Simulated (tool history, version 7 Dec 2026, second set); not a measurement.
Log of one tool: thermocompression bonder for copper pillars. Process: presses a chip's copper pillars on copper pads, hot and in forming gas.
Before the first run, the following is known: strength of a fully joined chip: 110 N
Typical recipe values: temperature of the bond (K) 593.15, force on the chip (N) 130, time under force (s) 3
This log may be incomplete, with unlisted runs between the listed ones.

run,hour,temperature of the bond (K),force on the chip (N),time under force (s),force that shears a chip off (N)
1,0,593.15,130,3,55.6
2,22.3,593.15,130,3,55
3,47.9,593.15,130,3,53.2
4,93.7,575.15,130,3,42.2
5,118.6,575.15,130,3,40
# hour 135.3: forming gas filter changed
6,165.1,593.15,130,3,54.4
7,205.2,593.15,169,3,61
8,234.4,593.15,169,3,60.3
9,261.8,593.15,130,3,52
# hour 289.3: forming gas filter changed
10,304.9,593.15,130,3,55.7
11,329.1,593.15,130,3,53.3
12,354.8,593.15,130,2,45.2
13,398.2,593.15,130,2,45.4
14,422.9,593.15,130,3,49.6
# hour 445: forming gas filter changed
15,471.6,593.15,130,3,54.7
16,498.3,593.15,130,3,52.9
17,530.4,593.15,130,3,52.8
# hour 548.2: heater calibrated with a thermocouple chip
18,565.8,593.15,130,8,66.1
19,592.7,593.15,130,8,65.4
# hour 603.2: forming gas filter changed
20,634.4,593.15,130,3,52.2
21,672.7,593.15,191,7,77.9
22,700.8,598.15,149,2,48.2
23,741.6,593.15,149,2,45.1
# hour 757.3: forming gas filter changed
# hour 770.3: heater calibrated with a thermocouple chip, once more
24,788,566.15,126,4,46.7
25,814.2,593.15,162,4,70.3
26,853.3,586.15,162,7,75.6
27,884.1,593.15,130,7,70.9
# hour 913.9: forming gas filter changed
28,913.9,582.15,89,4,47.3
29,956.6,582.15,89,4,45.7
30,997.4,582.15,89,4,43.5
31,1022.6,582.15,89,4,43.3
32,1066.2,574.15,134,4,49.1
# hour 1069.6: forming gas filter changed
33,1110.5,574.15,134,4,53
34,1159.8,600.15,97,4,55.6
35,1192.9,600.15,97,4,53.9
# hour 1223.4: forming gas filter changed
36,1228.4,601.15,170,3,72.6
37,1256.7,590.15,96,3,46.5
38,1294.7,570.15,130,4,49.1

Run 39 comes next. What will it give?
39,1325.2,614.15,128,4,?

force that shears a chip off (N): 71.2
Were there no unlogged condition in the tool, this run, its random variation unchanged, would have produced force that shears a chip off (N) 76.8.
